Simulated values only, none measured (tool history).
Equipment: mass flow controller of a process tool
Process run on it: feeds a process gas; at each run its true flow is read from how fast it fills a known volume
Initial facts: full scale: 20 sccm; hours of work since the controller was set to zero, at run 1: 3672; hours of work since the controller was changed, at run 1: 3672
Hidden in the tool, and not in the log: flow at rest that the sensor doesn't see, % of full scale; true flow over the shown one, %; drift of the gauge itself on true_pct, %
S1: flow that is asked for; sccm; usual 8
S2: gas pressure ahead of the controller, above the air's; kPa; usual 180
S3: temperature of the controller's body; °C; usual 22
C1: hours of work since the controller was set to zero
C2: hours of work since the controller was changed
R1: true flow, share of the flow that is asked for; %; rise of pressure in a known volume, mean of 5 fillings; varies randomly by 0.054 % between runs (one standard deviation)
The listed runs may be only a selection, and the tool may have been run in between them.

run     hour  S1   S2  S3    C1     C2      R1
  1      0.0   8  180  22  3672   3672   98.95
  2    341.4   8  180  22  3913   3913   98.71
  3    603.8   8  180  22  4099   4099   98.84
  4    879.4   8  180  33  4294   4294   99.80
  5   1175.8   8  180  22  4503   4503   98.69
  6   1357.1   4  180  22  4631   4631   97.24
  7   1628.5   4  180  22  4823   4823   97.25
  8   1830.1   4  180  22  4966   4966   97.12
  9   1984.7   8  180  22  5075   5075   98.64
 10   2183.1   8  180  22  5215   5215   98.66
      2239.9  -- controller's zero set anew
 11   2342.3   8  152  22    72   5327  100.04
 12   2567.9   8  199  22   232   5487   99.98
 13   2839.2   8  199  22   424   5679   99.93
 14   3063.1  10  180  22   582   5837  100.05
 15   3380.9  10  180  22   807   6062   99.96
 16   3566.2   8  180  22   938   6193   99.93
 17   3867.5   8  180  22  1151   6406   99.82
 18   4193.4   8  180  22  1381   6636   99.88
 19   4426.3   8  180  22  1546   6801   99.74
 20   4665.6   8  191  22  1715   6970   99.78
 21   4828.6   8  191  22  1830   7085   99.80
 22   5135.6   8  191  22  2047   7302   99.76
 23   5357.8   8  191  22  2204   7460   99.79
 24   5552.1   8  180  22  2342   7597   99.60
 25   5696.3   8  180  22  2444   7699   99.75
 26   5851.2   6  259  27  2553   7808  100.00
 27   6105.1   3  274  22  2733   7988   98.17
 28   6364.4   3  157  23  2916   8171   97.98
 29   6517.0   2  169  26  3024   8279   96.90
 30   6819.3   2  169  26  3238   8493   96.58
 31   7027.2   2  169  26  3385   8640   96.54
 32   7180.7   4  166  21  3493   8748   98.18
 33   7435.5   4  166  21  3673   8929   98.15
 34   7600.8   5  175  21  3790   9045   98.57
 35   7831.7   5  175  21  3954   9209   98.51
 36   8048.8   5  175  21  4107   9362   98.43
 37   8327.6   2  175  38  4304   9559   96.67
 38   8598.3   2  175  38  4496   9751   96.49
 39   8767.4   4  175  38  4615   9870   99.35
 40   8989.9   4  175  27  4772  10027   98.23
 41   9172.7   7  198  27  4902  10157   99.65
      9220.2  -- controller exchanged for a calibrated one
 42   9470.6   7  198  27   177    177   99.56
 43   9664.0  16  168  38   314    314  100.93
 44   9881.8   5  188  27   468    468   99.22
 45  10193.7   5  188  27   688    688   99.24
 46  10534.4   2  180  27   929    929   97.90
 47  10832.9   2  180  27  1140   1140   97.77
 48  11083.6   3  185  27  1317   1317   98.30

Each row is a separate what-if for the run after 48, all from the same tool condition, not one after another. Results?
  A  11383.8   3  240  27  1530  1530   ?
  B  11383.8   5  141  35  1530  1530   ?
  C  11383.8   3  140  32  1530  1530   ?

run     R1
  A  98.29
  B  99.60
  C  98.65
Had the tool no hidden state, the same runs would have come out as:
run      R1
  A   99.77
  B  100.40
  C  100.13

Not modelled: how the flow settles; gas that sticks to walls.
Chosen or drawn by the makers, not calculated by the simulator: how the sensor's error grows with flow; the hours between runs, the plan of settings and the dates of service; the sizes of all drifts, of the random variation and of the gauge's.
